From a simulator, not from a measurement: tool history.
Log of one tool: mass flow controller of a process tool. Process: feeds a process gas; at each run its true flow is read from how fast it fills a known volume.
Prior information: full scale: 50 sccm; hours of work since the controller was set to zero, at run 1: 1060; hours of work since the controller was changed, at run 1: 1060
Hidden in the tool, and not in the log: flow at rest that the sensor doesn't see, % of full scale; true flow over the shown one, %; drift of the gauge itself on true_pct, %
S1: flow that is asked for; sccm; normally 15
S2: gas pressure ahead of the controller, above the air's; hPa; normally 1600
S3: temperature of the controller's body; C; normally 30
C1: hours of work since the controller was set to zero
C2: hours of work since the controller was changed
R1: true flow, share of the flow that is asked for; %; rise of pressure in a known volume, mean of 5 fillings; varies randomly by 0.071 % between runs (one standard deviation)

run      day  S1    S2  S3    C1    C2      R1
  1        0  15  1600  30  1060  1060   99.37
  2   16.112  15  1600  30  1321  1321    99.2
  3   24.008  15  1600  40  1450  1450  100.08
  4   40.604   6  1600  30  1719  1719   98.02
  5   49.388  15  1600  30  1862  1862   98.85
  6   59.621  15  1600  30  2028  2028   98.94
  7   77.017  15  1600  30  2310  2310   98.75
  8   94.112  15  1600  30  2588  2588   98.68
  9  106.996   5  1600  30  2797  2797   96.43
 10  115.242   5  1600  30  2931  2931    96.5
     116.233  -- controller's zero set anew
 11  127.829  15  1600  30   188  3135   97.56
 12  137.862  15  1600  30   351  3298   97.36
 13  147.138  15  2100  30   502  3449   97.45
 14  160.571   7  2650  31   720  3667    95.3
 15  172.612   7  2650  31   915  3862   95.16
 16   182.25  21  1740  23  1072  4019   96.95
     190.733  -- controller's zero set anew, once more
 17  190.842  18  1600  30     2  4158   98.58
 18  206.067  18  1600  30   249  4405   98.47
 19  216.383  18  1600  30   416  4573   98.35
 20  224.508  12  1940  30   548  4705   98.29
 21  237.838  12  1940  30   765  4921   98.08
 22  246.846  12  1940  39   911  5067   98.66
 23  259.362  34  1940  38  1114  5271   99.15

Measured less the same run without the tool's hidden state. The same run-to-run variation is in both; the gauge's scatter may not be:
run     R1
  1  -0.54
  2   -0.7
  3  -0.78
  4  -1.87
  5  -1.05
  6  -1.15
  7  -1.33
  8  -1.49
  9  -3.44
 10   -3.6
 11  -2.48
 12  -2.57
 13  -2.66
 14  -4.85
 15  -5.05
 16  -2.48
 17  -1.33
 18  -1.49
 19  -1.59
 20  -1.82
 21  -1.98
 22  -2.09
 23  -1.79

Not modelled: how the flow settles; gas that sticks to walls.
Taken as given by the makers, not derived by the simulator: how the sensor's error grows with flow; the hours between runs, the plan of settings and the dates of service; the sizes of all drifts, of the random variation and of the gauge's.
